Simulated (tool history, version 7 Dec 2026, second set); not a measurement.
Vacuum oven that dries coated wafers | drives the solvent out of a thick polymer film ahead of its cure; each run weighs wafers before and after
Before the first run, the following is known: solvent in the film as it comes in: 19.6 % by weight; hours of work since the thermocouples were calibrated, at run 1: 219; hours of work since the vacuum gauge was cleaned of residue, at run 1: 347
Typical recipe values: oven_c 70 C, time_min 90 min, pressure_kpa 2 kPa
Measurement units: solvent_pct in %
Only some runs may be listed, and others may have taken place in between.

| run | hour | oven_c | time_min | pressure_kpa | hours of work since the thermocouples were calibrated | hours of work since the vacuum gauge was cleaned of residue | solvent_pct |
|---|---|---|---|---|---|---|---|
| 1 | 0 | 70 | 90 | 2 | 219 | 347 | 2.79 |
| 2 | 12.7 | 70 | 90 | 3.02 | 227 | 355 | 3.49 |
| 3 | 28.7 | 70 | 90 | 7.45 | 237 | 365 | 6.34 |
| 4 | 38.1 | 70 | 90 | 2 | 243 | 371 | 2.83 |
| 5 | 56.3 | 70 | 90 | 2 | 254 | 382 | 2.79 |
| 6 | 69.5 | 70 | 90 | 2 | 262 | 391 | 2.83 |
| 7 | 83.3 | 85 | 90 | 2 | 271 | 399 | 0.96 |
| 8 | 93.9 | 85 | 90 | 2 | 277 | 406 | 1 |
| 9 | 108.5 | 70 | 90 | 1.65 | 287 | 415 | 2.59 |
| 10 | 129.5 | 70 | 90 | 1.65 | 300 | 428 | 2.59 |
| 11 | 142.9 | 70 | 90 | 2 | 308 | 436 | 2.79 |
| 12 | 156.9 | 84 | 90 | 2 | 317 | 445 | 1.04 |
| 13 | 174 | 84 | 90 | 2 | 327 | 456 | 1.04 |
| 14 | 187.1 | 70 | 90 | 2 | 335 | 464 | 2.79 |
| 15 | 205.8 | 70 | 90 | 2 | 347 | 475 | 2.79 |
| 16 | 227.1 | 70 | 90 | 2 | 360 | 489 | 2.77 |
| 17 | 239.7 | 76 | 90 | 2 | 368 | 497 | 1.84 |
| 18 | 260.2 | 76 | 90 | 1.08 | 381 | 509 | 1.33 |
| 19 | 270.9 | 76 | 90 | 1.08 | 388 | 516 | 1.33 |
| 20 | 293.5 | 76 | 90 | 1.08 | 402 | 530 | 1.35 |
| 21 | 315.6 | 76 | 90 | 1.08 | 415 | 544 | 1.34 |
| 22 | 334.4 | 70 | 90 | 2 | 427 | 555 | 2.74 |
| 23 | 346.7 | 70 | 90 | 2 | 435 | 563 | 2.79 |
| 24 | 364.7 | 70 | 90 | 2 | 446 | 574 | 2.74 |
| 25 | 377.5 | 70 | 54 | 2 | 454 | 582 | 4.87 |
| 26 | 389.3 | 60 | 82 | 2 | 461 | 590 | 5.67 |
| 27 | 401.1 | 59 | 99 | 1.26 | 469 | 597 | 4.32 |
|  | 404.6 | vacuum gauge cleaned of residue and calibrated |
| 28 | 418.2 | 66 | 63 | 1.44 | 478 | 8 | 4.87 |
| 29 | 430.9 | 66 | 63 | 1.44 | 486 | 16 | 4.82 |
| 30 | 446.1 | 64 | 63 | 1.44 | 496 | 26 | 5.39 |
| 31 | 465.7 | 73 | 131 | 2 | 508 | 38 | 1.64 |
| 32 | 483 | 58 | 106 | 2 | 519 | 49 | 5.05 |
| 33 | 493.1 | 79 | 106 | 1.99 | 525 | 55 | 1.3 |
|  | 504.5 | vacuum gauge cleaned of residue and calibrated, once more |
| 34 | 515.4 | 79 | 106 | 1.99 | 538 | 7 | 1.18 |
| 35 | 531.1 | 67 | 49 | 2 | 548 | 17 | 6.09 |
| 36 | 547.3 | 70 | 48 | 2 | 558 | 27 | 5.37 |
| 37 | 557 | 70 | 48 | 2 | 564 | 33 | 5.34 |
| 38 | 574 | 70 | 90 | 4.89 | 574 | 43 | 4.47 |
| 39 | 589.4 | 65 | 60 | 5.37 | 584 | 53 | 7.75 |
| 40 | 607.8 | 65 | 60 | 5.37 | 595 | 64 | 7.79 |
| 41 | 626.7 | 64 | 72 | 5.51 | 607 | 76 | 7.46 |
| 42 | 642.2 | 84 | 49 | 4.19 | 617 | 86 | 2.98 |
| 43 | 663.3 | 84 | 49 | 4.19 | 630 | 99 | 3 |
| 44 | 680 | 67 | 70 | 2.01 | 640 | 109 | 4.26 |
| 45 | 702.5 | 71 | 90 | 2.77 | 654 | 123 | 2.91 |
| 46 | 715.3 | 78 | 140 | 3.71 | 662 | 131 | 1.86 |
| 47 | 725.7 | 78 | 84 | 2 | 669 | 138 | 1.57 |
| 48 | 741.7 | 63 | 84 | 7 | 679 | 148 | 8.37 |

Branching from run 48: 3 alternative next runs. What would each branch give?
| A | 761.5 | 63 | 84 | 1.23 | 691 | 160 | ? |
| B | 761.5 | 73 | 71 | 2 | 691 | 160 | ? |
| C | 761.5 | 63 | 74 | 7 | 691 | 160 | ? |

| run | solvent_pct |
|---|---|
| A | 3.83 |
| B | 2.82 |
| C | 8.74 |
What these runs would have given with no unlogged condition in the tool:
| run | solvent_pct |
|---|---|
| A | 4.22 |
| B | 3.14 |
| C | 9.37 |
